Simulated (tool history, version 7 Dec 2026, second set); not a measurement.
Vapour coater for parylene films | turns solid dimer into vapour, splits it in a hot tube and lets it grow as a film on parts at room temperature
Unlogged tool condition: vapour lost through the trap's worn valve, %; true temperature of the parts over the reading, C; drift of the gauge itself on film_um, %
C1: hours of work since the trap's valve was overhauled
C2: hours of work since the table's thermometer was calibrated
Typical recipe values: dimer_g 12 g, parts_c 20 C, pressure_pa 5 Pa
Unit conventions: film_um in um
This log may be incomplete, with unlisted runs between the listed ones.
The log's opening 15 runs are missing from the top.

{"run": 16, "hour": 172.0, "dimer_g": 20, "parts_c": 20, "pressure_pa": 5, "C1": 181, "C2": 326, "film_um": 4.22}
{"run": 17, "hour": 186.6, "dimer_g": 20, "parts_c": 20, "pressure_pa": 5, "C1": 190, "C2": 335, "film_um": 4.15}
{"run": 18, "hour": 196.5, "dimer_g": 20, "parts_c": 20, "pressure_pa": 5, "C1": 195, "C2": 340, "film_um": 4.15}
{"run": 19, "hour": 207.2, "dimer_g": 20, "parts_c": 20, "pressure_pa": 5, "C1": 201, "C2": 347, "film_um": 4.18}
{"run": 20, "hour": 214.5, "dimer_g": 15, "parts_c": 20, "pressure_pa": 5, "C1": 206, "C2": 351, "film_um": 3.11}
{"run": 21, "hour": 223.8, "dimer_g": 15, "parts_c": 20, "pressure_pa": 5, "C1": 211, "C2": 356, "film_um": 3.14}
{"run": 22, "hour": 233.4, "dimer_g": 15, "parts_c": 20, "pressure_pa": 5, "C1": 217, "C2": 362, "film_um": 3.06}
{"run": 23, "hour": 246.8, "dimer_g": 12, "parts_c": 20, "pressure_pa": 5, "C1": 224, "C2": 369, "film_um": 2.42}

The next listed run, before its measurement:
{"run": 24, "hour": 261.7, "dimer_g": 12, "parts_c": 20, "pressure_pa": 5, "C1": 233, "C2": 378, "film_um": "?"}

{"run 24": {"film_um": 2.48}}
Were there no unlogged condition in the tool, this run, its random variation unchanged, would have produced film_um 2.66 um.

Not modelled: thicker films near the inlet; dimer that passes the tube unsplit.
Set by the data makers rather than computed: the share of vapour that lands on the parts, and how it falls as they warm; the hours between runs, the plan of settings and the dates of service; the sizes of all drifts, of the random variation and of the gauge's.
